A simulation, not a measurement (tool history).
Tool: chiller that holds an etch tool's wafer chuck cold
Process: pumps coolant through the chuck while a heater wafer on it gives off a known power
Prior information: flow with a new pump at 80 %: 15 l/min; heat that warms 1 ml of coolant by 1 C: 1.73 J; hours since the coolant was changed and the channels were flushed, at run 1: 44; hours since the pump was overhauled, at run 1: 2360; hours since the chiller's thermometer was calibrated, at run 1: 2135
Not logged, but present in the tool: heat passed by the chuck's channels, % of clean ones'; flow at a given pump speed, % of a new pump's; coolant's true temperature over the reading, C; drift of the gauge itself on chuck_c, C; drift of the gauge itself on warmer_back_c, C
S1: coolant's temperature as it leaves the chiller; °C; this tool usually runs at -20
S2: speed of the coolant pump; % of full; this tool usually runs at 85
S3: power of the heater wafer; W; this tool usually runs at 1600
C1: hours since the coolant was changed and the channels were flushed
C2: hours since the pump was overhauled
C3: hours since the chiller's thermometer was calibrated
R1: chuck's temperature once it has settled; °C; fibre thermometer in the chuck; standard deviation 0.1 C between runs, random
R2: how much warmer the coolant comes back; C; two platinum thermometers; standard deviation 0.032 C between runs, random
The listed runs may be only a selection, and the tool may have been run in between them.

{"run": 1, "hour": 0.0, "S1": -20, "S2": 85, "S3": 1600, "C1": 44, "C2": 2360, "C3": 2135, "R1": -9.3, "R2": 3.48}
{"run": 2, "hour": 72.4, "S1": -20, "S2": 85, "S3": 1600, "C1": 117, "C2": 2432, "C3": 2208, "R1": -9.2, "R2": 3.48}
{"run": 3, "hour": 151.1, "S1": -13, "S2": 85, "S3": 1600, "C1": 196, "C2": 2511, "C3": 2286, "R1": -2.2, "R2": 3.47}
{"run": 4, "hour": 212.6, "S1": -13, "S2": 85, "S3": 1600, "C1": 257, "C2": 2573, "C3": 2348, "R1": -2.2, "R2": 3.46}
{"run": 5, "hour": 339.5, "S1": -13, "S2": 85, "S3": 1600, "C1": 384, "C2": 2700, "C3": 2475, "R1": -2.4, "R2": 3.4}
{"run": 6, "hour": 482.7, "S1": -13, "S2": 85, "S3": 1600, "C1": 527, "C2": 2843, "C3": 2618, "R1": -2.3, "R2": 3.43}
{"run": 7, "hour": 590.5, "S1": -20, "S2": 85, "S3": 1600, "C1": 635, "C2": 2950, "C3": 2726, "R1": -9.2, "R2": 3.4}
{"run": 8, "hour": 714.8, "S1": -20, "S2": 85, "S3": 1600, "C1": 759, "C2": 3075, "C3": 2850, "R1": -9.4, "R2": 3.35}
{"run": 9, "hour": 777.8, "S1": -20, "S2": 85, "S3": 1600, "C1": 822, "C2": 3138, "C3": 2913, "R1": -9.1, "R2": 3.36}
{"hour": 851.1, "done": "chiller's thermometer calibrated"}
{"run": 10, "hour": 898.1, "S1": -20, "S2": 85, "S3": 1871, "C1": 942, "C2": 3257, "C3": 47, "R1": -7.4, "R2": 3.9}
{"run": 11, "hour": 980.4, "S1": -20, "S2": 85, "S3": 1871, "C1": 1024, "C2": 3339, "C3": 129, "R1": -7.6, "R2": 3.9}
{"run": 12, "hour": 1047.0, "S1": -20, "S2": 86, "S3": 1600, "C1": 1090, "C2": 3406, "C3": 196, "R1": -9.3, "R2": 3.27}
{"run": 13, "hour": 1147.5, "S1": -20, "S2": 86, "S3": 1600, "C1": 1191, "C2": 3506, "C3": 296, "R1": -9.6, "R2": 3.29}
{"run": 14, "hour": 1241.0, "S1": -20, "S2": 86, "S3": 1600, "C1": 1284, "C2": 3600, "C3": 390, "R1": -9.4, "R2": 3.25}
{"run": 15, "hour": 1382.9, "S1": -20, "S2": 86, "S3": 1600, "C1": 1426, "C2": 3742, "C3": 532, "R1": -9.4, "R2": 3.27}
{"run": 16, "hour": 1517.4, "S1": -20, "S2": 86, "S3": 1600, "C1": 1561, "C2": 3876, "C3": 666, "R1": -9.5, "R2": 3.12}
{"run": 17, "hour": 1603.6, "S1": -14, "S2": 94, "S3": 983, "C1": 1647, "C2": 3963, "C3": 752, "R1": -7.8, "R2": 1.68}
{"run": 18, "hour": 1723.1, "S1": -20, "S2": 88, "S3": 1600, "C1": 1766, "C2": 4082, "C3": 872, "R1": -9.5, "R2": 3.11}
{"run": 19, "hour": 1788.0, "S1": -20, "S2": 88, "S3": 1600, "C1": 1831, "C2": 4147, "C3": 937, "R1": -9.6, "R2": 3.12}
{"run": 20, "hour": 1858.3, "S1": -23, "S2": 91, "S3": 1336, "C1": 1902, "C2": 4217, "C3": 1007, "R1": -14.5, "R2": 2.41}
{"run": 21, "hour": 1965.2, "S1": -20, "S2": 87, "S3": 1515, "C1": 2009, "C2": 4324, "C3": 1114, "R1": -10.2, "R2": 2.93}
{"run": 22, "hour": 2108.2, "S1": -20, "S2": 87, "S3": 1515, "C1": 2152, "C2": 4467, "C3": 1257, "R1": -10.2, "R2": 2.86}
{"run": 23, "hour": 2212.5, "S1": -20, "S2": 87, "S3": 1515, "C1": 2256, "C2": 4572, "C3": 1361, "R1": -10.2, "R2": 2.92}
{"run": 24, "hour": 2275.5, "S1": -24, "S2": 82, "S3": 1124, "C1": 2319, "C2": 4635, "C3": 1424, "R1": -16.4, "R2": 2.18}
{"run": 25, "hour": 2343.7, "S1": -20, "S2": 85, "S3": 1945, "C1": 2387, "C2": 4703, "C3": 1493, "R1": -7.0, "R2": 3.87}
{"run": 26, "hour": 2464.0, "S1": -22, "S2": 85, "S3": 1416, "C1": 2507, "C2": 4823, "C3": 1613, "R1": -12.5, "R2": 2.72}
{"run": 27, "hour": 2524.4, "S1": -29, "S2": 64, "S3": 1600, "C1": 2568, "C2": 4883, "C3": 1673, "R1": -15.4, "R2": 4.25}
{"run": 28, "hour": 2638.3, "S1": -17, "S2": 84, "S3": 1826, "C1": 2682, "C2": 4997, "C3": 1787, "R1": -4.6, "R2": 3.59}
{"run": 29, "hour": 2720.8, "S1": -24, "S2": 85, "S3": 826, "C1": 2764, "C2": 5080, "C3": 1870, "R1": -18.6, "R2": 1.33}
{"hour": 2823.5, "done": "gauge calibrated"}
{"run": 30, "hour": 2823.5, "S1": -25, "S2": 85, "S3": 803, "C1": 2867, "C2": 5183, "C3": 1972, "R1": -19.5, "R2": 1.76}
{"run": 31, "hour": 2929.4, "S1": -25, "S2": 92, "S3": 803, "C1": 2973, "C2": 5288, "C3": 2078, "R1": -19.9, "R2": 1.61}
{"run": 32, "hour": 3039.5, "S1": -23, "S2": 84, "S3": 1986, "C1": 3083, "C2": 5398, "C3": 2188, "R1": -9.5, "R2": 4.33}

Below, each run's measurement less what the same run would have read without the hidden state. Both values contain the same run-to-run variation, but the gauge's scatter may not be the same in both:
run=1 R2=+0.00
run=2 R2=-0.01
run=3 R2=-0.02
run=4 R2=-0.04
run=5 R2=-0.05
run=6 R2=-0.07
run=7 R2=-0.09
run=8 R2=-0.12
run=9 R2=-0.13
run=10 R2=-0.15
run=11 R2=-0.16
run=12 R2=-0.17
run=13 R2=-0.18
run=14 R2=-0.20
run=15 R2=-0.22
run=16 R2=-0.24
run=17 R2=-0.26
run=18 R2=-0.28
run=19 R2=-0.28
run=20 R2=-0.30
run=21 R2=-0.32
run=22 R2=-0.34
run=23 R2=-0.36
run=24 R2=-0.37
run=25 R2=-0.37
run=26 R2=-0.40
run=27 R2=-0.40
run=28 R2=-0.43
run=29 R2=-0.44
run=30 R2=+0.00
run=31 R2=-0.02
run=32 R2=-0.03
R1: at most 0.1 °C away from the measurement, every run.
